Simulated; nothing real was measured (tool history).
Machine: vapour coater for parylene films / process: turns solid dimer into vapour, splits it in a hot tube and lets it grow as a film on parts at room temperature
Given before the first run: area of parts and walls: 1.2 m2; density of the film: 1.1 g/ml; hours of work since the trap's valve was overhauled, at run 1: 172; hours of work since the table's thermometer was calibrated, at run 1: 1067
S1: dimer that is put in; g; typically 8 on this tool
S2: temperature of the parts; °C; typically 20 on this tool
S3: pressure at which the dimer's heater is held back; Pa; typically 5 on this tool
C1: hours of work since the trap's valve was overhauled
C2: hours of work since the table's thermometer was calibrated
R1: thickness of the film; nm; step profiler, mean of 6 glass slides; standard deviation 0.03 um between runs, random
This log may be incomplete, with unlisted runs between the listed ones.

| run | day | S1 | S2 | S3 | C1 | C2 | R1 |
|---|---|---|---|---|---|---|---|
| 1 | 0 | 8 | 20 | 5 | 172 | 1067 | 2670 |
| 2 | 1.504 | 8 | 20 | 5 | 190 | 1085 | 2630 |
| 3 | 2.762 | 8 | 20 | 5 | 205 | 1100 | 2620 |
| 4 | 5.367 | 8 | 20 | 7.03 | 237 | 1132 | 2410 |
| 5 | 8.233 | 8 | 20 | 7.03 | 272 | 1167 | 2410 |
| 6 | 10.083 | 8 | 27 | 5 | 294 | 1189 | 2230 |
|  | 12.483 | trap's valve overhauled |
| 7 | 12.538 | 8 | 27 | 5.11 | 1 | 1217 | 2550 |
| 8 | 15.188 | 8 | 27 | 5.11 | 33 | 1249 | 2490 |
| 9 | 16.467 | 8 | 27 | 5.11 | 48 | 1265 | 2470 |
| 10 | 19.175 | 8 | 20 | 5 | 81 | 1298 | 2860 |
| 11 | 20.908 | 8 | 20 | 5 | 102 | 1319 | 2750 |
| 12 | 22.546 | 8 | 20 | 5 | 122 | 1339 | 2690 |
| 13 | 25.067 | 8 | 20 | 5 | 153 | 1369 | 2710 |
| 14 | 27.512 | 8 | 15 | 7.14 | 183 | 1399 | 2730 |
| 15 | 30.538 | 10 | 21 | 7.14 | 219 | 1436 | 2990 |
|  | 31.271 | table's thermometer calibrated |
| 16 | 33.617 | 5 | 15 | 5 | 256 | 29 | 1690 |
| 17 | 36.388 | 5 | 26 | 4.12 | 290 | 62 | 1420 |
|  | 39.062 | trap's valve overhauled |
| 18 | 39.062 | 5 | 26 | 4.12 | 0 | 93 | 1680 |
| 19 | 41.846 | 8 | 16 | 2.29 | 34 | 127 | 3400 |
| 20 | 43.488 | 10 | 15 | 5.3 | 54 | 146 | 3730 |
| 21 | 45.667 | 10 | 15 | 5.3 | 80 | 173 | 3710 |
| 22 | 46.896 | 10 | 15 | 5.3 | 95 | 188 | 3710 |
| 23 | 49.154 | 12 | 21 | 10.53 | 123 | 215 | 3660 |
| 24 | 51.021 | 3 | 21 | 10.53 | 145 | 238 | 890 |
| 25 | 52.65 | 3 | 21 | 10.53 | 165 | 258 | 870 |
| 26 | 54.3 | 4 | 21 | 6.96 | 185 | 278 | 1260 |

3 options for the next run, each taken on its own from the tool as it stands now. Forecast them:
| A | 56.812 | 8 | 20 | 7.55 | 216 | 308 | ? |
| B | 56.812 | 4 | 29 | 6.96 | 216 | 308 | ? |
| C | 56.812 | 8 | 16 | 5.59 | 216 | 308 | ? |

| run | R1 |
|---|---|
| A | 2440 |
| B | 1060 |
| C | 2720 |
Stripped of hidden state, with their random variation kept, the same runs would have yielded:
| run | R1 |
|---|---|
| A | 2710 |
| B | 1180 |
| C | 3020 |
